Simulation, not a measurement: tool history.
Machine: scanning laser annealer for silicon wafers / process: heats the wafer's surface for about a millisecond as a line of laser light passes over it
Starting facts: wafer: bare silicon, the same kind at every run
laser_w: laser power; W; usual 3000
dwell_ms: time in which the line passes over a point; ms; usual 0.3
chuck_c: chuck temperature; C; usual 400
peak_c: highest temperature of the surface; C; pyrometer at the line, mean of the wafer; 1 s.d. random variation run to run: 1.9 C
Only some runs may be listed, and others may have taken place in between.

run   hour  laser_w  dwell_ms  chuck_c  peak_c
  1      0     3000       0.3      400    1203
      12.9  -- optics aligned, line set to its width
  2   64.3     3000       0.3      400    1215
  3  163.8     3000       0.3      400    1208
  4  215.5     3000       0.3      400    1205
  5  294.7     3000       0.3      400    1201
  6  385.8     3000     0.268      400    1142
  7  432.7     2942     0.233      379    1045

Run 8, settings as shown, results not yet in. Your forecast:
     462.8  -- window over the wafer cleaned
  8  498.4     2856       0.3      389       ?

{"run 8": {"peak_c": 1164}}
If the tool had no hidden condition, the same run with the same run-to-run variation would have returned peak_c 1168 C.

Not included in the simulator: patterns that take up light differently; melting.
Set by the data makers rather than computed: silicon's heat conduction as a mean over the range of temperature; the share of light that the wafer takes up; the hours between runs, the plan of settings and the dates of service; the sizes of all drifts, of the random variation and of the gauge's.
